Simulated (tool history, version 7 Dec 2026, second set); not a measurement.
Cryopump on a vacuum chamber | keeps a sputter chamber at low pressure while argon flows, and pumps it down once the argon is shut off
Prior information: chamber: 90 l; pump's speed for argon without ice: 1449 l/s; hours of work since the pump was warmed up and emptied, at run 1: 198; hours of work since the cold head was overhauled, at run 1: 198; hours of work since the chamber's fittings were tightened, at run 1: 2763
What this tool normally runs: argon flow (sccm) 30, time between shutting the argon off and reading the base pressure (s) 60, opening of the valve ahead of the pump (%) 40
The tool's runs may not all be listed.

run,day,argon flow (sccm),time between shutting the argon off and reading the base pressure (s),opening of the valve ahead of the pump (%),hours of work since the pump was warmed up and emptied,hours of work since the cold head was overhauled,hours of work since the chamber's fittings were tightened,pressure while argon flows (Pa),pressure after the wait (uPa)
1,0,30,60,40,198,198,2763,0.0929,2.83
2,1.562,30,60,40,215,215,2781,0.0911,2.93
3,3.204,30,60,40,234,234,2800,0.0929,2.91
4,4.5,30,60,40,248,248,2814,0.0923,3.01
5,5.262,30,60,40,257,257,2823,0.094,3
6,6.1,30,60,40,267,267,2832,0.0941,2.95
7,7.804,45,60,40,286,286,2852,0.1424,3.09
8,9.342,45,60,40,303,303,2869,0.1431,3.08
9,10.108,45,60,40,312,312,2878,0.1425,3.09
10,10.917,45,60,40,321,321,2887,0.1437,3.14
11,12.638,45,60,40,340,340,2906,0.1451,3.23
12,14.146,45,60,40,358,358,2923,0.1456,3.2
13,15.433,45,45,40,372,372,2938,0.1448,3.43
14,16.512,16,114,39,384,384,2950,0.0534,3.14
15,17.4,13,160,40,394,394,2960,0.0426,2.99
16,18.7,30,24,58,409,409,2975,0.0714,4.09
# day 20.354: pump warmed up, emptied and cooled again
17,20.383,13,156,37,0,426,2991,0.0423,2.52
18,21.358,13,156,37,11,437,3003,0.0423,2.46
19,22.475,38,165,20,24,449,3015,0.2229,2.5
20,23.771,16,216,43,39,464,3030,0.0446,2.45
21,24.8,16,57,44,50,476,3041,0.043,2.91
# day 26.054: leaking fittings of the chamber tightened, without venting
22,26.55,40,37,28,69,495,6,0.168,1.12
23,27.35,40,37,28,78,504,15,0.1693,1.1
24,28.612,40,37,28,92,518,29,0.1709,1.11
25,30.25,27,52,18,111,536,47,0.1767,0.9
26,31.292,52,197,40,123,548,59,0.1576,0.5

Hidden condition of the tool, last listed run before each entry between runs versus first listed run after:
Runs 16 to 17: pump warmed up, emptied and cooled again (day 20.354)
  pump's speed, % of a pump's without ice: 77.2 -> 98.7; cold plate's temperature, K: 12.31 -> 12.32; leak into the chamber, uPa l/s: 3177 -> 3192
  measured minus no-state result, pressure while argon flows (Pa): +0.0106 -> +0.0003; pressure after the wait (uPa): +2.6 -> +2.08
Runs 21 to 22: leaking fittings of the chamber tightened, without venting (day 26.054)
  pump's speed, % of a pump's without ice: 95.9 -> 94.9; cold plate's temperature, K: 12.33 -> 12.34; leak into the chamber, uPa l/s: 3241 -> 361
  measured minus no-state result, pressure while argon flows (Pa): +0.0009 -> +0.0029; pressure after the wait (uPa): +2.18 -> +0.06
